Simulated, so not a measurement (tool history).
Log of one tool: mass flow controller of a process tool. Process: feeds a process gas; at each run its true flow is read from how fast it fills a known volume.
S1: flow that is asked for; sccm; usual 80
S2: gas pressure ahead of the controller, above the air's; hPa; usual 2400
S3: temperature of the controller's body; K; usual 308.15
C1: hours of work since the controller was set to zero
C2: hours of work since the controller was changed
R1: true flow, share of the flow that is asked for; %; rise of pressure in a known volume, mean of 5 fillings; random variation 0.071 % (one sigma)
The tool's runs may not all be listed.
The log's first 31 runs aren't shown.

{"run": 32, "hour": 2354.9, "S1": 17, "S2": 1550, "S3": 294.15, "C1": 3169, "C2": 3169, "R1": 97.98}
{"run": 33, "hour": 2437.1, "S1": 13, "S2": 2130, "S3": 299.15, "C1": 3229, "C2": 3229, "R1": 98.1}
{"run": 34, "hour": 2531.1, "S1": 80, "S2": 1660, "S3": 304.15, "C1": 3298, "C2": 3298, "R1": 99.44}
{"run": 35, "hour": 2616.9, "S1": 80, "S2": 1700, "S3": 298.15, "C1": 3361, "C2": 3361, "R1": 99.3}
{"run": 36, "hour": 2707.8, "S1": 53, "S2": 2470, "S3": 299.15, "C1": 3427, "C2": 3427, "R1": 98.58}
{"run": 37, "hour": 2766.3, "S1": 53, "S2": 2470, "S3": 299.15, "C1": 3470, "C2": 3470, "R1": 98.71}
{"run": 38, "hour": 2833.0, "S1": 22, "S2": 2400, "S3": 295.15, "C1": 3518, "C2": 3518, "R1": 97.83}
{"run": 39, "hour": 2901.8, "S1": 32, "S2": 2400, "S3": 295.15, "C1": 3569, "C2": 3569, "R1": 98.11}
{"run": 40, "hour": 2971.4, "S1": 17, "S2": 2700, "S3": 293.15, "C1": 3619, "C2": 3619, "R1": 97.65}
{"run": 41, "hour": 3033.6, "S1": 17, "S2": 2700, "S3": 293.15, "C1": 3665, "C2": 3665, "R1": 97.66}
{"run": 42, "hour": 3123.4, "S1": 17, "S2": 2700, "S3": 293.15, "C1": 3730, "C2": 3730, "R1": 97.49}
{"run": 43, "hour": 3171.0, "S1": 80, "S2": 2600, "S3": 299.15, "C1": 3765, "C2": 3765, "R1": 98.99}
{"run": 44, "hour": 3266.4, "S1": 80, "S2": 2450, "S3": 308.15, "C1": 3835, "C2": 3835, "R1": 99.06}
{"run": 45, "hour": 3329.0, "S1": 80, "S2": 2050, "S3": 308.15, "C1": 3880, "C2": 3880, "R1": 99.29}
{"hour": 3360.3, "done": "gauge calibrated"}
{"run": 46, "hour": 3428.4, "S1": 80, "S2": 1730, "S3": 308.15, "C1": 3953, "C2": 3953, "R1": 100}
{"run": 47, "hour": 3493.5, "S1": 23, "S2": 1470, "S3": 308.15, "C1": 4000, "C2": 4000, "R1": 98.8}

Forecast each of these 3 alternatives for the next run:
{"run": "A", "hour": 3575.4, "S1": 58, "S2": 1800, "S3": 299.15, "C1": 4060, "C2": 4060, "R1": "?"}
{"run": "B", "hour": 3575.4, "S1": 30, "S2": 2600, "S3": 309.15, "C1": 4060, "C2": 4060, "R1": "?"}
{"run": "C", "hour": 3575.4, "S1": 17, "S2": 2400, "S3": 312.15, "C1": 4060, "C2": 4060, "R1": "?"}

run=A R1=99.14
run=B R1=98.75
run=C R1=98.76
Without the tool's hidden state the same runs would have given:
run=A R1=99.19
run=B R1=98.81
run=C R1=98.83
